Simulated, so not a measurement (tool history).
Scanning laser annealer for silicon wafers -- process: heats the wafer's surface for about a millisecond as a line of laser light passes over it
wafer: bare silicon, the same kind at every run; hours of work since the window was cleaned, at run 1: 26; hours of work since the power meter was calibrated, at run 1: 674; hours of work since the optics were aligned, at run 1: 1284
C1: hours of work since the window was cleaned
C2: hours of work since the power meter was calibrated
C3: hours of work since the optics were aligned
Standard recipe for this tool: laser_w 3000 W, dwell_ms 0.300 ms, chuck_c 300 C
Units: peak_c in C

{"run": 1, "day": 0.0, "laser_w": 3000, "dwell_ms": 0.3, "chuck_c": 300, "C1": 26, "C2": 674, "C3": 1284, "peak_c": 1129}
{"run": 2, "day": 0.654, "laser_w": 3000, "dwell_ms": 0.3, "chuck_c": 325, "C1": 38, "C2": 686, "C3": 1296, "peak_c": 1153}
{"run": 3, "day": 1.471, "laser_w": 3000, "dwell_ms": 0.3, "chuck_c": 325, "C1": 53, "C2": 700, "C3": 1311, "peak_c": 1153}
{"run": 4, "day": 2.217, "laser_w": 3000, "dwell_ms": 0.3, "chuck_c": 300, "C1": 66, "C2": 714, "C3": 1324, "peak_c": 1125}
{"run": 5, "day": 3.058, "laser_w": 3000, "dwell_ms": 0.3, "chuck_c": 300, "C1": 82, "C2": 729, "C3": 1339, "peak_c": 1124}
{"run": 6, "day": 3.979, "laser_w": 3000, "dwell_ms": 0.3, "chuck_c": 300, "C1": 98, "C2": 746, "C3": 1356, "peak_c": 1123}
{"run": 7, "day": 4.5, "laser_w": 3000, "dwell_ms": 0.3, "chuck_c": 300, "C1": 108, "C2": 756, "C3": 1366, "peak_c": 1123}
{"run": 8, "day": 5.571, "laser_w": 3000, "dwell_ms": 0.3, "chuck_c": 300, "C1": 127, "C2": 775, "C3": 1385, "peak_c": 1120}
{"run": 9, "day": 6.792, "laser_w": 3000, "dwell_ms": 0.3, "chuck_c": 300, "C1": 150, "C2": 798, "C3": 1408, "peak_c": 1116}
{"run": 10, "day": 8.017, "laser_w": 3000, "dwell_ms": 0.3, "chuck_c": 300, "C1": 172, "C2": 820, "C3": 1430, "peak_c": 1115}
{"run": 11, "day": 8.7, "laser_w": 3000, "dwell_ms": 0.3, "chuck_c": 300, "C1": 185, "C2": 832, "C3": 1442, "peak_c": 1113}
{"run": 12, "day": 9.588, "laser_w": 3000, "dwell_ms": 0.3, "chuck_c": 300, "C1": 201, "C2": 849, "C3": 1459, "peak_c": 1111}
{"run": 13, "day": 10.846, "laser_w": 3000, "dwell_ms": 0.3, "chuck_c": 300, "C1": 224, "C2": 871, "C3": 1482, "peak_c": 1109}
{"run": 14, "day": 12.062, "laser_w": 3000, "dwell_ms": 0.3, "chuck_c": 300, "C1": 246, "C2": 894, "C3": 1504, "peak_c": 1108}
{"run": 15, "day": 13.029, "laser_w": 2767, "dwell_ms": 0.3, "chuck_c": 300, "C1": 263, "C2": 911, "C3": 1521, "peak_c": 1041}
{"run": 16, "day": 13.783, "laser_w": 2767, "dwell_ms": 0.3, "chuck_c": 300, "C1": 277, "C2": 925, "C3": 1535, "peak_c": 1041}
{"run": 17, "day": 14.892, "laser_w": 2767, "dwell_ms": 0.3, "chuck_c": 300, "C1": 297, "C2": 945, "C3": 1555, "peak_c": 1037}
{"run": 18, "day": 15.425, "laser_w": 2767, "dwell_ms": 0.33, "chuck_c": 300, "C1": 307, "C2": 955, "C3": 1565, "peak_c": 1076}
{"run": 19, "day": 16.204, "laser_w": 2767, "dwell_ms": 0.33, "chuck_c": 312, "C1": 321, "C2": 969, "C3": 1579, "peak_c": 1081}
{"run": 20, "day": 16.808, "laser_w": 2851, "dwell_ms": 0.3, "chuck_c": 300, "C1": 332, "C2": 980, "C3": 1590, "peak_c": 1060}
{"day": 17.488, "done": "optics aligned, line set to its width"}
{"run": 21, "day": 18.062, "laser_w": 3273, "dwell_ms": 0.3, "chuck_c": 300, "C1": 351, "C2": 999, "C3": 11, "peak_c": 1189}
{"run": 22, "day": 18.821, "laser_w": 2926, "dwell_ms": 0.287, "chuck_c": 305, "C1": 365, "C2": 1013, "C3": 24, "peak_c": 1080}
{"run": 23, "day": 19.704, "laser_w": 3123, "dwell_ms": 0.287, "chuck_c": 305, "C1": 381, "C2": 1029, "C3": 40, "peak_c": 1130}
{"run": 24, "day": 20.283, "laser_w": 2669, "dwell_ms": 0.287, "chuck_c": 312, "C1": 392, "C2": 1040, "C3": 51, "peak_c": 1017}
{"run": 25, "day": 21.521, "laser_w": 2638, "dwell_ms": 0.276, "chuck_c": 309, "C1": 415, "C2": 1062, "C3": 74, "peak_c": 988}
{"run": 26, "day": 22.462, "laser_w": 2638, "dwell_ms": 0.276, "chuck_c": 309, "C1": 432, "C2": 1080, "C3": 91, "peak_c": 990}
{"run": 27, "day": 23.275, "laser_w": 2857, "dwell_ms": 0.263, "chuck_c": 296, "C1": 447, "C2": 1094, "C3": 106, "peak_c": 1016}
{"run": 28, "day": 24.5, "laser_w": 2568, "dwell_ms": 0.238, "chuck_c": 319, "C1": 469, "C2": 1117, "C3": 128, "peak_c": 934}
{"run": 29, "day": 25.1, "laser_w": 3235, "dwell_ms": 0.294, "chuck_c": 327, "C1": 480, "C2": 1128, "C3": 139, "peak_c": 1181}
{"run": 30, "day": 25.646, "laser_w": 3113, "dwell_ms": 0.241, "chuck_c": 299, "C1": 490, "C2": 1138, "C3": 149, "peak_c": 1047}
{"day": 26.104, "done": "window over the wafer cleaned"}
{"run": 31, "day": 26.804, "laser_w": 3194, "dwell_ms": 0.371, "chuck_c": 293, "C1": 13, "C2": 1157, "C3": 168, "peak_c": 1281}
{"run": 32, "day": 27.688, "laser_w": 3194, "dwell_ms": 0.371, "chuck_c": 293, "C1": 29, "C2": 1173, "C3": 185, "peak_c": 1278}
{"run": 33, "day": 28.296, "laser_w": 2739, "dwell_ms": 0.26, "chuck_c": 289, "C1": 40, "C2": 1184, "C3": 196, "peak_c": 1003}
{"run": 34, "day": 29.054, "laser_w": 2602, "dwell_ms": 0.212, "chuck_c": 264, "C1": 54, "C2": 1198, "C3": 209, "peak_c": 880}
{"run": 35, "day": 30.104, "laser_w": 2758, "dwell_ms": 0.346, "chuck_c": 277, "C1": 73, "C2": 1217, "C3": 229, "peak_c": 1096}
{"run": 36, "day": 31.283, "laser_w": 2758, "dwell_ms": 0.346, "chuck_c": 277, "C1": 94, "C2": 1239, "C3": 250, "peak_c": 1092}
{"run": 37, "day": 32.371, "laser_w": 3254, "dwell_ms": 0.303, "chuck_c": 300, "C1": 114, "C2": 1259, "C3": 270, "peak_c": 1209}
{"run": 38, "day": 33.342, "laser_w": 3000, "dwell_ms": 0.335, "chuck_c": 301, "C1": 132, "C2": 1276, "C3": 288, "peak_c": 1172}
{"run": 39, "day": 34.529, "laser_w": 3191, "dwell_ms": 0.24, "chuck_c": 316, "C1": 154, "C2": 1298, "C3": 309, "peak_c": 1111}
{"run": 40, "day": 35.796, "laser_w": 3197, "dwell_ms": 0.343, "chuck_c": 261, "C1": 177, "C2": 1321, "C3": 332, "peak_c": 1200}
{"run": 41, "day": 36.879, "laser_w": 3000, "dwell_ms": 0.3, "chuck_c": 275, "C1": 196, "C2": 1341, "C3": 352, "peak_c": 1100}

For each entry between runs, how does the tool's hidden state at the last listed run before it compare with that at the first listed run after it?
Runs 20 to 21: optics aligned, line set to its width (day 17.488)
  light that passes the window, % of a clean one's: 96.51 -> 96.28; laser's true power over the reading, %: 0.5 -> 0.51; width of the line over the set one, %: 3.37 -> 0.12
  measured result minus the result with no hidden state, peak_c: -38 -> -30 C
Runs 30 to 31: window over the wafer cleaned (day 26.104)
  light that passes the window, % of a clean one's: 94.84 -> 99.62; laser's true power over the reading, %: 0.59 -> 0.6; width of the line over the set one, %: 0.41 -> 0.46
  measured result minus the result with no hidden state, peak_c: -39 -> +0 C
